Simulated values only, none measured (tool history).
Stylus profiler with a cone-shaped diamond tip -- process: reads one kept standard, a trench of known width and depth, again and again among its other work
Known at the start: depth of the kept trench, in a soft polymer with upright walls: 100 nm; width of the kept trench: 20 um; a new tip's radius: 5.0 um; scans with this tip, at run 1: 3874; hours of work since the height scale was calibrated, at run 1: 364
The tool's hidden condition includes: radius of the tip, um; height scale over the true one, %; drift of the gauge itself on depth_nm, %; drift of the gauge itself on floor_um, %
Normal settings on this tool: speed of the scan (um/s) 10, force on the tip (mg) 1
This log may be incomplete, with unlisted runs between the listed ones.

| run | hour | speed of the scan (um/s) | force on the tip (mg) | scans with this tip | hours of work since the height scale was calibrated | depth of the trench (Å) | width of the trench's floor (nm) |
|---|---|---|---|---|---|---|---|
| 1 | 0 | 10 | 1 | 3874 | 364 | 1001.8 | 17380 |
| 2 | 15.1 | 10 | 1 | 3998 | 376 | 1001.7 | 17360 |
| 3 | 21.8 | 10 | 1 | 4053 | 381 | 1003.1 | 17400 |
| 4 | 29.2 | 10 | 1 | 4114 | 387 | 1002.7 | 17390 |
| 5 | 43.3 | 10 | 1 | 4230 | 398 | 1001.9 | 17390 |
| 6 | 54.2 | 10 | 1 | 4319 | 406 | 1002.8 | 17320 |
| 7 | 63 | 10 | 2 | 4391 | 413 | 1005 | 17350 |
| 8 | 69.4 | 10 | 2 | 4444 | 418 | 1003.9 | 17320 |
| 9 | 83.1 | 10 | 2 | 4556 | 428 | 1003.8 | 17360 |
| 10 | 90.1 | 10 | 2 | 4613 | 434 | 1003.8 | 17360 |
| 11 | 104.1 | 10 | 2 | 4728 | 445 | 1003.6 | 17300 |
| 12 | 111.1 | 11 | 2 | 4785 | 450 | 1004.1 | 17340 |
| 13 | 123.4 | 23 | 2.43 | 4886 | 460 | 1004.2 | 17260 |
| 14 | 138.1 | 27 | 1 | 5007 | 471 | 1001.8 | 17180 |
| 15 | 146 | 17 | 2.25 | 5072 | 477 | 1004.5 | 17250 |
| 16 | 161.6 | 31 | 1.42 | 5199 | 489 | 1003.1 | 17160 |
| 17 | 173.9 | 16 | 1.13 | 5300 | 498 | 1001.4 | 17210 |
| 18 | 188.9 | 37 | 2.65 | 5423 | 510 | 1004.6 | 17090 |

Consider 5 possible next runs. They are alternatives, not a sequence: every one starts from the tool as it was left by run 18. What does each give?
| A | 198.5 | 37 | 2.56 | 5502 | 517 | ? | ? |
| B | 198.5 | 6 | 1.74 | 5502 | 517 | ? | ? |
| C | 198.5 | 4 | 2.53 | 5502 | 517 | ? | ? |
| D | 198.5 | 12 | 2.65 | 5502 | 517 | ? | ? |
| E | 198.5 | 4 | 1 | 5502 | 517 | ? | ? |

| run | depth of the trench (Å) | width of the trench's floor (nm) |
|---|---|---|
| A | 1004.5 | 17090 |
| B | 1002.9 | 17280 |
| C | 1004.9 | 17310 |
| D | 1004.3 | 17260 |
| E | 1002.1 | 17270 |
With no hidden state in the tool, these same runs would have given:
| run | depth of the trench (Å) | width of the trench's floor (nm) |
|---|---|---|
| A | 1005.9 | 17820 |
| B | 1004.3 | 18000 |
| C | 1006.3 | 18040 |
| D | 1005.7 | 17980 |
| E | 1003.5 | 17990 |

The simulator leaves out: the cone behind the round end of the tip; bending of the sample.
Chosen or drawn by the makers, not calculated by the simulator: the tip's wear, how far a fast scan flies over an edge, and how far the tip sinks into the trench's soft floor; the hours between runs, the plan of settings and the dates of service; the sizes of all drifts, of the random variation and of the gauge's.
